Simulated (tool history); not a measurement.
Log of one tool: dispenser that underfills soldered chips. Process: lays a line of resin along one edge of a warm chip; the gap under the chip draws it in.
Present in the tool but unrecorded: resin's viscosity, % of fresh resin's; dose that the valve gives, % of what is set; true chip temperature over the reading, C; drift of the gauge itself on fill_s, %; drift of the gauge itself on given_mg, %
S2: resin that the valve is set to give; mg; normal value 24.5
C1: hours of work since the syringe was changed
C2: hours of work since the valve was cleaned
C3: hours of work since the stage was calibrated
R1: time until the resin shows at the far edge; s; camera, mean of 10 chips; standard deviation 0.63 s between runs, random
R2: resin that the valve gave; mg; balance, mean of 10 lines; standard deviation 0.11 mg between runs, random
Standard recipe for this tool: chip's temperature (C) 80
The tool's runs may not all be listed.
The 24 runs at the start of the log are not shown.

At hour 238.3: new syringe of resin.
Run 25, hour 239.2: usual settings but S2 26.7 mg; C1 1; C2 27; C3 486. Result: R1 59.5 s, R2 26.29 mg.
Run 26, hour 249.9: usual settings but S2 26.7 mg; C1 7; C2 34; C3 493. Result: R1 75.3 s, R2 26.23 mg.
At hour 258.3: new syringe of resin.
Run 27, hour 263.3: usual settings but S2 26.7 mg; C1 3; C2 42; C3 501. Result: R1 64.6 s, R2 25.94 mg.
Run 28, hour 272.7: usual settings but S2 26.7 mg; C1 9; C2 47; C3 507. Result: R1 80.0 s, R2 25.83 mg.
At hour 278.6: new syringe of resin.
Run 29, hour 285.1: usual settings but chip's temperature (C) 69, S2 30.7 mg; C1 4; C2 55; C3 514. Result: R1 114.9 s, R2 29.56 mg.
Run 30, hour 295.5: usual settings but chip's temperature (C) 69, S2 30.7 mg; C1 10; C2 61; C3 520. Result: R1 143.4 s, R2 29.58 mg.
At hour 299.1: new syringe of resin.
At hour 301.7: dispensing valve cleaned and set on the balance.
Run 31, hour 302.7: usual settings but chip's temperature (C) 81, S2 26.1 mg; C1 2; C2 1; C3 524. Result: R1 61.0 s, R2 26.08 mg.
At hour 312.2: stage's temperature calibrated.
Run 32, hour 316.7: usual settings but chip's temperature (C) 81, S2 25.8 mg; C1 10; C2 9; C3 3. Result: R1 75.0 s, R2 25.54 mg.
At hour 321.1: new syringe of resin.
Run 33, hour 327.6: usual settings but chip's temperature (C) 81, S2 25.8 mg; C1 4; C2 15; C3 9. Result: R1 60.5 s, R2 25.34 mg.
Run 34, hour 337.8: usual settings but chip's temperature (C) 81, S2 25.8 mg; C1 10; C2 21; C3 16. Result: R1 76.0 s, R2 25.45 mg.

Forecast each of these 5 alternatives for the next run:
At hour 341.1: new syringe of resin.
Run A, hour 344.2: usual settings but chip's temperature (C) 77, S2 30.3 mg; C1 2; C2 25; C3 19. Result: R1 ?, R2 ?.
At hour 341.1: new syringe of resin.
Run B, hour 344.2: usual settings but chip's temperature (C) 91, S2 30.8 mg; C1 2; C2 25; C3 19. Result: R1 ?, R2 ?.
At hour 341.1: new syringe of resin.
Run C, hour 344.2: usual settings but chip's temperature (C) 82, S2 24.1 mg; C1 2; C2 25; C3 19. Result: R1 ?, R2 ?.
At hour 341.1: new syringe of resin.
Run D, hour 344.2: usual settings but chip's temperature (C) 71, S2 30.4 mg; C1 2; C2 25; C3 19. Result: R1 ?, R2 ?.
At hour 341.1: new syringe of resin.
Run E, hour 344.2: usual settings but chip's temperature (C) 70, S2 22.2 mg; C1 2; C2 25; C3 19. Result: R1 ?, R2 ?.

run    R1     R2
  A  68.1  29.62
  B  35.4  30.17
  C  55.5  23.74
  D  92.2  29.78
  E  99.8  21.78
Without the tool's hidden state the same runs would have given:
run    R1     R2
  A  63.2  30.20
  B  32.9  30.76
  C  51.5  24.21
  D  85.7  30.36
  E  92.6  22.20
